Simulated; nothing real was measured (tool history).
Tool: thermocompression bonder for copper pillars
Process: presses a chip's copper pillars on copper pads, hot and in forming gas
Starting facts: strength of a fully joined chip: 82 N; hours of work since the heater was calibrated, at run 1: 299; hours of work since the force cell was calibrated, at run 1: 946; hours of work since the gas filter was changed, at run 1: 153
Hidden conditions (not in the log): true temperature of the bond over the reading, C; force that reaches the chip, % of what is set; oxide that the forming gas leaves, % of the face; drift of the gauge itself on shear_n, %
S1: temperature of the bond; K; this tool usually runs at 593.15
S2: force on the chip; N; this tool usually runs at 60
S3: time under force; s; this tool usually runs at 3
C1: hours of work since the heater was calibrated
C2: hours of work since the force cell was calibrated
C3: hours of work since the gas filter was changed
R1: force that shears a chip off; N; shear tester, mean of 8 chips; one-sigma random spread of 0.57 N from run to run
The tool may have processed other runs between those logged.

run 1 hour=0.0 | S1=593.15 S2=60 S3=3 | C1=299 C2=946 C3=153 | R1=27.6
run 2 hour=18.4 | S1=593.15 S2=60 S3=3 | C1=308 C2=956 C3=162 | R1=27.4
run 3 hour=40.4 | S1=593.15 S2=60 S3=3 | C1=319 C2=966 C3=173 | R1=27.7
run 4 hour=60.9 | S1=593.15 S2=60 S3=3 | C1=329 C2=977 C3=183 | R1=27.8
run 5 hour=80.0 | S1=593.15 S2=60 S3=2 | C1=339 C2=986 C3=193 | R1=22.4
run 6 hour=98.7 | S1=613.15 S2=60 S3=3 | C1=348 C2=995 C3=202 | R1=35.6
run 7 hour=110.8 | S1=613.15 S2=60 S3=3 | C1=354 C2=1001 C3=208 | R1=34.8
run 8 hour=121.1 | S1=593.15 S2=60 S3=9 | C1=359 C2=1007 C3=213 | R1=40.7
run 9 hour=140.9 | S1=593.15 S2=60 S3=9 | C1=369 C2=1016 C3=223 | R1=40.1
run 10 hour=152.5 | S1=593.15 S2=76 S3=3 | C1=375 C2=1022 C3=229 | R1=33.5
run 11 hour=177.8 | S1=593.15 S2=60 S3=3 | C1=387 C2=1035 C3=241 | R1=27.5
run 12 hour=192.8 | S1=593.15 S2=60 S3=3 | C1=395 C2=1042 C3=249 | R1=26.9
-- hour=207.9 force cell calibrated
run 13 hour=211.6 | S1=593.15 S2=60 S3=3 | C1=403 C2=2 C3=257 | R1=28.7
run 14 hour=235.7 | S1=593.15 S2=60 S3=3 | C1=415 C2=14 C3=269 | R1=29.3
run 15 hour=252.3 | S1=593.15 S2=60 S3=3 | C1=423 C2=22 C3=278 | R1=28.2
run 16 hour=277.1 | S1=581.15 S2=60 S3=3 | C1=436 C2=34 C3=290 | R1=24.8
run 17 hour=291.3 | S1=581.15 S2=60 S3=3 | C1=443 C2=41 C3=297 | R1=23.8
run 18 hour=315.3 | S1=581.15 S2=60 S3=3 | C1=455 C2=53 C3=309 | R1=24.9
run 19 hour=332.6 | S1=581.15 S2=60 S3=3 | C1=463 C2=62 C3=317 | R1=24.3
run 20 hour=357.7 | S1=593.15 S2=38 S3=3 | C1=476 C2=74 C3=330 | R1=18.2
run 21 hour=380.6 | S1=593.15 S2=38 S3=3 | C1=487 C2=86 C3=341 | R1=17.7
run 22 hour=395.6 | S1=564.15 S2=81 S3=3 | C1=495 C2=93 C3=349 | R1=23.7
-- hour=417.0 forming gas filter changed
run 23 hour=419.1 | S1=564.15 S2=81 S3=3 | C1=506 C2=105 C3=1 | R1=28.1
run 24 hour=440.8 | S1=604.15 S2=50 S3=7 | C1=517 C2=115 C3=12 | R1=42.5
run 25 hour=461.5 | S1=604.15 S2=50 S3=7 | C1=527 C2=126 C3=22 | R1=42.4
run 26 hour=473.7 | S1=575.15 S2=49 S3=7 | C1=533 C2=132 C3=28 | R1=28.4
run 27 hour=485.3 | S1=575.15 S2=49 S3=7 | C1=539 C2=137 C3=34 | R1=27.6
run 28 hour=506.9 | S1=593.15 S2=42 S3=3 | C1=550 C2=148 C3=45 | R1=22.0
run 29 hour=517.6 | S1=593.15 S2=42 S3=3 | C1=555 C2=154 C3=50 | R1=21.8
run 30 hour=538.4 | S1=608.15 S2=78 S3=5 | C1=565 C2=164 C3=60 | R1=52.4
run 31 hour=562.8 | S1=593.15 S2=87 S3=3 | C1=577 C2=176 C3=72 | R1=42.8
run 32 hour=583.9 | S1=593.15 S2=87 S3=3 | C1=588 C2=186 C3=83 | R1=43.0
run 33 hour=608.6 | S1=593.15 S2=87 S3=3 | C1=600 C2=199 C3=95 | R1=42.3
run 34 hour=623.6 | S1=593.15 S2=51 S3=3 | C1=608 C2=206 C3=103 | R1=25.8
run 35 hour=640.7 | S1=593.15 S2=51 S3=3 | C1=616 C2=215 C3=111 | R1=26.5
run 36 hour=655.3 | S1=593.15 S2=51 S3=3 | C1=623 C2=222 C3=118 | R1=25.6
run 37 hour=668.3 | S1=593.15 S2=86 S3=3 | C1=630 C2=228 C3=125 | R1=41.0
run 38 hour=681.5 | S1=593.15 S2=86 S3=3 | C1=636 C2=235 C3=131 | R1=41.3
run 39 hour=705.2 | S1=577.15 S2=58 S3=4 | C1=648 C2=247 C3=143 | R1=26.7

Predict each of these 5 candidate next runs independently; none follows another, all start after run 39:
run A hour=716.1 | S1=571.15 S2=46 S3=6 | C1=653 C2=252 C3=148 | R1=?
run B hour=716.1 | S1=619.15 S2=80 S3=4 | C1=653 C2=252 C3=148 | R1=?
run C hour=716.1 | S1=619.15 S2=64 S3=2 | C1=653 C2=252 C3=148 | R1=?
run D hour=716.1 | S1=577.15 S2=58 S3=7 | C1=653 C2=252 C3=148 | R1=?
run E hour=716.1 | S1=610.15 S2=74 S3=4 | C1=653 C2=252 C3=148 | R1=?

run=A R1=22.8
run=B R1=54.3
run=C R1=37.0
run=D R1=31.9
run=E R1=46.8
With the hidden condition removed and each run's random variation left untouched, the same runs would have given:
run=A R1=22.6
run=B R1=55.4
run=C R1=37.3
run=D R1=31.9
run=E R1=47.4
